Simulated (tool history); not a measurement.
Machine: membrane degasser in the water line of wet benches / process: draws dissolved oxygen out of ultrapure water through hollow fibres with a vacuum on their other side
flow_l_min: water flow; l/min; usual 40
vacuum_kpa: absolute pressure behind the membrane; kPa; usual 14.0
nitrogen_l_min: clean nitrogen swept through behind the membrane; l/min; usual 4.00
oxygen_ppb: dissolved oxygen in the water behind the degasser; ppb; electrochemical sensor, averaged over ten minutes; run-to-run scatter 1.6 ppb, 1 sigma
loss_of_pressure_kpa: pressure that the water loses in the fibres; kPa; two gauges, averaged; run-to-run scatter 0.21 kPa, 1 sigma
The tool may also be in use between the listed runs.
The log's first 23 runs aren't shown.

run,day,flow_l_min,vacuum_kpa,nitrogen_l_min,oxygen_ppb,loss_of_pressure_kpa
24,68.296,24,34.0,2.59,629.1,28.48
25,69.946,24,34.0,2.59,622.2,28.31
26,72.538,34,14.0,3.50,248.1,40.12
27,75.275,49,26.7,7.15,382.1,57.76
28,79.271,49,13.9,7.15,181.7,57.48
29,82.904,31,14.0,11.58,73.9,36.60
30,84.696,50,24.2,4.00,579.2,58.94
31,86.558,40,27.1,4.00,536.7,47.21
32,88.917,40,14.0,9.25,120.2,46.83
33,92.271,59,14.0,6.48,240.0,69.61

Here are 3 independent what-if runs from the current tool condition. What would each one return?
A,95.712,59,9.5,6.48,?,?
B,95.712,26,32.8,1.60,?,?
C,95.712,46,16.8,6.48,?,?

run,oxygen_ppb,loss_of_pressure_kpa
A,149.2,69.86
B,975.3,30.74
C,232.9,54.13
Without the tool's unlogged condition, the same runs would have read:
run,oxygen_ppb,loss_of_pressure_kpa
A,149.0,69.78
B,974.7,30.70
C,232.7,54.07
